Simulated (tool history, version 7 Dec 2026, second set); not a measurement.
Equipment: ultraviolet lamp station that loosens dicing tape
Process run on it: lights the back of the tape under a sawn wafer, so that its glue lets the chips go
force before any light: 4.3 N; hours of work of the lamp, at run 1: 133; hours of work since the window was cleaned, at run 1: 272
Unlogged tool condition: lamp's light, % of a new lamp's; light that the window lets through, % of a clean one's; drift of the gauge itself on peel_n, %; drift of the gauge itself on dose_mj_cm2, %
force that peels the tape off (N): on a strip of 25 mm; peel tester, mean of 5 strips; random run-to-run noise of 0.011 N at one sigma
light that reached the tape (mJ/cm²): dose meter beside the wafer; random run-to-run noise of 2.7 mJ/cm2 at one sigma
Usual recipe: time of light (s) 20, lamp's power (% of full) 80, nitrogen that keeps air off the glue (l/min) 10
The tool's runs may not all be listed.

run   hour  time of light (s)  lamp's power (% of full)  nitrogen that keeps air off the glue (l/min)  hours of work of the lamp  hours of work since the window was cleaned  force that peels the tape off (N)  light that reached the tape (mJ/cm²)
  1      0                 20                        80                                            10                        133                                         272                              0.536                                   341
  2   22.4                 20                        80                                            10                        147                                         286                              0.554                                   337
  3   43.5                 20                        80                                            10                        161                                         299                              0.562                                   332
  4     70                 20                        80                                            10                        178                                         316                               0.55                                   332
  5   93.7                 20                        80                                            10                        193                                         331                              0.565                                   330
  6  110.9                 20                        80                                            10                        204                                         342                              0.584                                   329
  7  140.8                 14                        81                                             5                        223                                         361                               1.32                                   231
  8  158.5                 23                        63                                             5                        234                                         372                              0.983                                   293
  9  185.3                 31                        96                                            10                        251                                         389                              0.253                                   601
 10  213.3                 31                        96                                            10                        269                                         407                              0.251                                   591
 11  241.8                 13                        93                                            10                        287                                         425                              0.879                                   241

4 options for the next run, each taken on its own from the tool as it stands now. Forecast them:
  A  265.7                 40                        90                                            10                        302                                         440                                  ?                                     ?
  B  265.7                 25                        80                                            10                        302                                         440                                  ?                                     ?
  C  265.7                 13                        92                                            17                        302                                         440                                  ?                                     ?
  D  265.7                 17                        77                                             4                        302                                         440                                  ?                                     ?

run  force that peels the tape off (N)  light that reached the tape (mJ/cm²)
  A                               0.23                                   712
  B                              0.422                                   389
  C                              0.703                                   238
  D                               1.34                                   261
Had the tool no hidden state, the same runs would have come out as:
run  force that peels the tape off (N)  light that reached the tape (mJ/cm²)
  A                               0.22                                   806
  B                              0.354                                   441
  C                              0.581                                   270
  D                               1.16                                   295

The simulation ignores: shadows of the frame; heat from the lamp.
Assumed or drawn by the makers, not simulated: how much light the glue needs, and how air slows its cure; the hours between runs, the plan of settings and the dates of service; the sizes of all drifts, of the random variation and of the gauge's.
